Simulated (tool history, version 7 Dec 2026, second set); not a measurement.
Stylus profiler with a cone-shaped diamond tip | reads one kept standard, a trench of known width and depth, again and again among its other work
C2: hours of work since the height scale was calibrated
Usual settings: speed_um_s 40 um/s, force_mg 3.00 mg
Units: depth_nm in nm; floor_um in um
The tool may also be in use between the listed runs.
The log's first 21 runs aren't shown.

run 22 hour=1417.0 | speed_um_s=40 force_mg=1.46 | scans_with_this_tip=5226 C2=766 | depth_nm=506.42 floor_um=24.87
run 23 hour=1495.9 | speed_um_s=43 force_mg=1.46 | scans_with_this_tip=5445 C2=798 | depth_nm=506.45 floor_um=24.86
run 24 hour=1545.1 | speed_um_s=11 force_mg=2.74 | scans_with_this_tip=5582 C2=818 | depth_nm=509.24 floor_um=24.99
run 25 hour=1590.1 | speed_um_s=84 force_mg=8.71 | scans_with_this_tip=5707 C2=836 | depth_nm=518.52 floor_um=24.84
run 26 hour=1672.6 | speed_um_s=24 force_mg=7.54 | scans_with_this_tip=5936 C2=870 | depth_nm=516.90 floor_um=24.99
run 27 hour=1741.0 | speed_um_s=28 force_mg=8.76 | scans_with_this_tip=6127 C2=898 | depth_nm=518.87 floor_um=24.89
run 28 hour=1799.4 | speed_um_s=125 force_mg=1.65 | scans_with_this_tip=6289 C2=922 | depth_nm=507.01 floor_um=24.31
run 29 hour=1874.9 | speed_um_s=18 force_mg=1.65 | scans_with_this_tip=6498 C2=952 | depth_nm=507.21 floor_um=24.83
-- hour=1945.4 height scale calibrated on a step standard
run 30 hour=1945.9 | speed_um_s=42 force_mg=6.55 | scans_with_this_tip=6694 C2=0 | depth_nm=514.23 floor_um=24.80
run 31 hour=1994.1 | speed_um_s=51 force_mg=2.20 | scans_with_this_tip=6828 C2=20 | depth_nm=506.70 floor_um=24.70
run 32 hour=2088.2 | speed_um_s=11 force_mg=1.18 | scans_with_this_tip=7090 C2=58 | depth_nm=504.48 floor_um=24.80
run 33 hour=2191.0 | speed_um_s=106 force_mg=1.18 | scans_with_this_tip=7375 C2=100 | depth_nm=504.75 floor_um=24.22
run 34 hour=2237.9 | speed_um_s=22 force_mg=2.70 | scans_with_this_tip=7506 C2=119 | depth_nm=508.30 floor_um=24.78
run 35 hour=2302.5 | speed_um_s=11 force_mg=1.96 | scans_with_this_tip=7685 C2=145 | depth_nm=506.21 floor_um=24.74
run 36 hour=2362.5 | speed_um_s=11 force_mg=1.96 | scans_with_this_tip=7852 C2=170 | depth_nm=506.62 floor_um=24.80
run 37 hour=2437.5 | speed_um_s=31 force_mg=4.68 | scans_with_this_tip=8060 C2=200 | depth_nm=511.66 floor_um=24.68
run 38 hour=2505.5 | speed_um_s=40 force_mg=1.88 | scans_with_this_tip=8249 C2=228 | depth_nm=506.44 floor_um=24.52
run 39 hour=2580.4 | speed_um_s=40 force_mg=1.88 | scans_with_this_tip=8457 C2=259 | depth_nm=506.62 floor_um=24.50
run 40 hour=2659.1 | speed_um_s=81 force_mg=5.27 | scans_with_this_tip=8676 C2=291 | depth_nm=512.59 floor_um=24.48
run 41 hour=2731.5 | speed_um_s=81 force_mg=5.27 | scans_with_this_tip=8877 C2=320 | depth_nm=512.59 floor_um=24.44
run 42 hour=2811.2 | speed_um_s=81 force_mg=5.27 | scans_with_this_tip=9099 C2=353 | depth_nm=512.98 floor_um=24.44
run 43 hour=2865.0 | speed_um_s=81 force_mg=5.27 | scans_with_this_tip=9248 C2=374 | depth_nm=512.93 floor_um=24.41
run 44 hour=2923.4 | speed_um_s=53 force_mg=3.11 | scans_with_this_tip=9410 C2=398 | depth_nm=509.39 floor_um=24.41
run 45 hour=2997.8 | speed_um_s=10 force_mg=8.53 | scans_with_this_tip=9617 C2=429 | depth_nm=517.82 floor_um=24.56
run 46 hour=3051.8 | speed_um_s=10 force_mg=8.53 | scans_with_this_tip=9767 C2=451 | depth_nm=517.68 floor_um=24.53

3 ways to go on from here, each from the tool as it stands after run 46. What would each give?
run A hour=3150.0 | speed_um_s=10 force_mg=6.51 | scans_with_this_tip=10040 C2=491 | depth_nm=? floor_um=?
run B hour=3150.0 | speed_um_s=10 force_mg=4.54 | scans_with_this_tip=10040 C2=491 | depth_nm=? floor_um=?
run C hour=3150.0 | speed_um_s=15 force_mg=3.21 | scans_with_this_tip=10040 C2=491 | depth_nm=? floor_um=?

run=A depth_nm=514.54 floor_um=24.59
run=B depth_nm=512.01 floor_um=24.56
run=C depth_nm=509.55 floor_um=24.54
Without the tool's hidden state the same runs would have given:
run=A depth_nm=513.77 floor_um=25.66
run=B depth_nm=511.24 floor_um=25.64
run=C depth_nm=508.78 floor_um=25.62

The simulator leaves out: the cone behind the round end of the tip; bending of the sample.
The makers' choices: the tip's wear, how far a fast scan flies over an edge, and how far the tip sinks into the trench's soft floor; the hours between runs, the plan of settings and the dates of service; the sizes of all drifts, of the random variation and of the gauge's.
